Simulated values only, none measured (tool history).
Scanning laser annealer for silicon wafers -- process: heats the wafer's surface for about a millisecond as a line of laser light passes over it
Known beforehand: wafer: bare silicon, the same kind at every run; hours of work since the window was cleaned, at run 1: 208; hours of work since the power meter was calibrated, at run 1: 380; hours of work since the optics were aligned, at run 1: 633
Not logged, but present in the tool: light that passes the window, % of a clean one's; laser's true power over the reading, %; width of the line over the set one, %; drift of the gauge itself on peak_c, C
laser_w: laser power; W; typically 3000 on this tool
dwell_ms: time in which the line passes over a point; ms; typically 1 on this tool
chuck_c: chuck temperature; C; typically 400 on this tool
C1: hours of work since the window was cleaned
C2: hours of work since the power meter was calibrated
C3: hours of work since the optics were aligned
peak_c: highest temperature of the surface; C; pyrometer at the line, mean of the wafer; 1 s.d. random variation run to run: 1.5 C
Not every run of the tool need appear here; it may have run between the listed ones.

Run 1, day 0: usual settings; C1 208; C2 380; C3 633. Result: peak_c 1224 C.
Run 2, day 0.462: usual settings but dwell_ms 0.94 ms; C1 215; C2 387; C3 640. Result: peak_c 1197 C.
Run 3, day 1.388: usual settings but dwell_ms 0.94 ms; C1 229; C2 401; C3 654. Result: peak_c 1196 C.
Run 4, day 1.883: usual settings but dwell_ms 0.94 ms; C1 237; C2 409; C3 662. Result: peak_c 1194 C.
Run 5, day 2.467: usual settings; C1 246; C2 418; C3 670. Result: peak_c 1220 C.
Run 6, day 3.142: usual settings; C1 256; C2 428; C3 681. Result: peak_c 1218 C.
Run 7, day 3.596: usual settings; C1 263; C2 435; C3 687. Result: peak_c 1218 C.
Run 8, day 4.471: usual settings but chuck_c 395 C; C1 276; C2 448; C3 701. Result: peak_c 1213 C.
Run 9, day 5.488: usual settings but chuck_c 395 C; C1 291; C2 463; C3 716. Result: peak_c 1214 C.
Run 10, day 6.054: usual settings but chuck_c 395 C; C1 300; C2 472; C3 724. Result: peak_c 1210 C.
Run 11, day 6.583: usual settings but laser_w 2920 W, dwell_ms 0.79 ms, chuck_c 432 C; C1 308; C2 480; C3 732. Result: peak_c 1131 C.
Run 12, day 7.325: usual settings but laser_w 2920 W, dwell_ms 0.79 ms, chuck_c 432 C; C1 319; C2 491; C3 743. Result: peak_c 1129 C.
Run 13, day 8.196: usual settings but laser_w 2995 W, dwell_ms 0.89 ms, chuck_c 368 C; C1 332; C2 504; C3 757. Result: peak_c 1133 C.
Run 14, day 9.254: usual settings but laser_w 2995 W, dwell_ms 0.89 ms, chuck_c 368 C; C1 348; C2 520; C3 773. Result: peak_c 1127 C.
Run 15, day 10.146: usual settings but laser_w 2995 W, dwell_ms 0.89 ms, chuck_c 368 C; C1 361; C2 533; C3 786. Result: peak_c 1128 C.
Run 16, day 10.717: usual settings but dwell_ms 0.93 ms, chuck_c 426 C; C1 370; C2 542; C3 795. Result: peak_c 1205 C.
Run 17, day 11.183: usual settings but dwell_ms 0.81 ms, chuck_c 378 C; C1 377; C2 549; C3 802. Result: peak_c 1101 C.
Run 18, day 11.8: usual settings but laser_w 3193 W, dwell_ms 0.88 ms, chuck_c 402 C; C1 386; C2 558; C3 811. Result: peak_c 1214 C.
Run 19, day 12.296: usual settings but laser_w 3193 W, dwell_ms 0.88 ms, chuck_c 402 C; C1 394; C2 565; C3 818. Result: peak_c 1211 C.
Run 20, day 13.158: usual settings but laser_w 3111 W, chuck_c 413 C; C1 407; C2 579; C3 831. Result: peak_c 1256 C.

Predict each of these 5 candidate next runs independently; none follows another, all start after run 20:
Run A, day 13.692: usual settings but laser_w 3111 W, dwell_ms 1.2 ms, chuck_c 413 C; C1 415; C2 587; C3 839. Result: peak_c ?.
Run B, day 13.692: usual settings but laser_w 3116 W, dwell_ms 0.87 ms, chuck_c 423 C; C1 415; C2 587; C3 839. Result: peak_c ?.
Run C, day 13.692: usual settings but laser_w 2753 W, chuck_c 382 C; C1 415; C2 587; C3 839. Result: peak_c ?.
Run D, day 13.692: usual settings but laser_w 3049 W, dwell_ms 0.77 ms, chuck_c 413 C; C1 415; C2 587; C3 839. Result: peak_c ?.
Run E, day 13.692: usual settings but laser_w 2660 W, dwell_ms 0.92 ms, chuck_c 361 C; C1 415; C2 587; C3 839. Result: peak_c ?.

run  peak_c
  A    1341
  B    1203
  C    1119
  D    1126
  E    1043
What these runs would have given with no unlogged condition in the tool:
run  peak_c
  A    1386
  B    1240
  C    1155
  D    1161
  E    1076

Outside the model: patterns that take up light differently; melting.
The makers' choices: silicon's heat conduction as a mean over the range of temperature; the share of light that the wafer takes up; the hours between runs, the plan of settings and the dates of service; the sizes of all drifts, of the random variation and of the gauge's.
